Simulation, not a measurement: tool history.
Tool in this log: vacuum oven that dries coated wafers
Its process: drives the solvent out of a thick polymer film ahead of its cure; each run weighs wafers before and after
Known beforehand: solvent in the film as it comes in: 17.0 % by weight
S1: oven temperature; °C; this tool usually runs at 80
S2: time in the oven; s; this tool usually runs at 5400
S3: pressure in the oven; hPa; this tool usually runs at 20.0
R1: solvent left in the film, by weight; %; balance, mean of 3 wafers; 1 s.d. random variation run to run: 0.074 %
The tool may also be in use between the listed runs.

run     day  S1    S2    S3     R1
  1   0.000  80  5400  20.0   5.95
  2   3.517  80  5400  20.0   5.86
  3   5.246  80  5400  20.0   5.85
  4   7.171  80  5400  20.0   5.96
  5   9.171  80  5400  26.3   6.71
  6  11.154  80  5400  26.3   6.66
  7  13.729  73  5400  20.0   8.28
     13.983  -- oven's thermocouples calibrated
  8  16.412  73  5400  20.0   8.42
  9  19.438  80  5400  20.0   5.82
 10  22.817  65  3420  25.2  12.98
 11  26.146  68  8940  31.6  10.32
 12  29.871  78  4440  20.0   7.25
 13  33.550  87  4440  20.0   4.37
 14  37.067  88  4440  73.7   9.29
 15  40.767  81  4440  27.7   7.08
 16  44.621  81  4440  27.7   7.22
 17  47.871  81  2820  27.7   8.88
 18  51.462  88  2820  27.7   6.60

Consider 5 possible next runs. They are alternatives, not a sequence: every one starts from the tool as it was left by run 18. What does each give?
  A  54.904  80  8220  62.5   ?
  B  54.904  88  9120  12.2   ?
  C  54.904  86  3540  15.0   ?
  D  54.904  88  6000  26.3   ?
  E  54.904  88  6900  56.5   ?

run     R1
  A  10.28
  B   1.66
  C   5.05
  D   3.72
  E   6.72
With no hidden state in the tool, these same runs would have given:
run     R1
  A  10.26
  B   1.65
  C   5.03
  D   3.71
  E   6.71

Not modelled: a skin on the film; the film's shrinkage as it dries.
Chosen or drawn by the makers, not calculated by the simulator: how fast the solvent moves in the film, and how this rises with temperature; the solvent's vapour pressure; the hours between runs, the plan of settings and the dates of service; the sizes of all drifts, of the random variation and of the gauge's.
